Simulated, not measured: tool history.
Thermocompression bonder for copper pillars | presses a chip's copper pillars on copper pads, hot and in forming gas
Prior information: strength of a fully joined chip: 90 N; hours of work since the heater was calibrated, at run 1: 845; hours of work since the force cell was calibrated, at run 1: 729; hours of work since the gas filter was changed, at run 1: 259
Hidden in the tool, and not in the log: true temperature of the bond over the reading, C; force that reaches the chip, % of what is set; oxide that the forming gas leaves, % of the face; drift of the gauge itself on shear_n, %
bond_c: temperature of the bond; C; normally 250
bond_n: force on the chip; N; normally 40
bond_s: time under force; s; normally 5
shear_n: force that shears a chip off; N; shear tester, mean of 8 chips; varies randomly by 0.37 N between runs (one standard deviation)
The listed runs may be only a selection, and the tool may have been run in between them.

run    hour  bond_c  bond_n  bond_s  hours of work since the heater was calibrated  hours of work since the force cell was calibrated  hours of work since the gas filter was changed  shear_n
  1     0.0     250      40       5                                            845                                                729                                             259     57.6
  2    42.1     250      40      11                                            867                                                751                                             281     70.4
       61.7  -- heater calibrated with a thermocouple chip
  3    90.9     250      40      11                                             15                                                775                                             305     65.3
  4   132.4     250      40      11                                             36                                                797                                             327     64.8
  5   182.6     250      40      11                                             62                                                823                                             353     64.4
  6   238.6     250      40       5                                             91                                                852                                             382     52.4
  7   316.1     250      40       5                                            131                                                892                                             422     52.6
  8   388.9     250      40       5                                            169                                                929                                             459     52.6
      413.3  -- forming gas filter changed
  9   434.3     250      40       5                                            192                                                952                                              11     54.3
 10   479.5     250      40       5                                            216                                                976                                              34     54.2
 11   551.5     250      40       3                                            253                                               1013                                              71     46.3
      556.7  -- force cell calibrated
 12   640.8     250      40       5                                            298                                                 43                                             117     52.9
 13   727.4     227      40       4                                            343                                                 88                                             162     39.6
 14   791.4     273      31       5                                            376                                                121                                             195     58.5
 15   861.4     273      31       5                                            412                                                157                                             231     58.7
 16   898.9     259      34       5                                            431                                                177                                             250     53.5
      934.3  -- force cell calibrated, once more
 17   957.8     259      34       5                                            461                                                 12                                             280     57.5
 18  1039.9     250      40       8                                            504                                                 55                                             322     64.9
 19  1094.4     246      27       8                                            532                                                 83                                             350     54.3
 20  1138.1     230      30       5                                            554                                                105                                             373     41.5
 21  1197.8     230      30       5                                            585                                                136                                             404     41.7
 22  1236.0     230      55       5                                            605                                                156                                             423     54.3
 23  1316.4     230      55       5                                            646                                                197                                             465     54.3

Below are 3 alternative next runs, each starting from the tool's condition after run 23. Predict each:
     1324.9  -- forming gas filter changed
  A  1395.9     230      55       3                                            687                                                238                                              37        ?
     1324.9  -- forming gas filter changed
  B  1395.9     271      48       3                                            687                                                238                                              37        ?
     1324.9  -- forming gas filter changed
  C  1395.9     279      26       8                                            687                                                238                                              37        ?

run  shear_n
  A     48.1
  B     63.7
  C     69.3
Take away the tool's hidden state, keep each run's random variation, and the runs would have read:
run  shear_n
  A     44.2
  B     60.4
  C     66.4
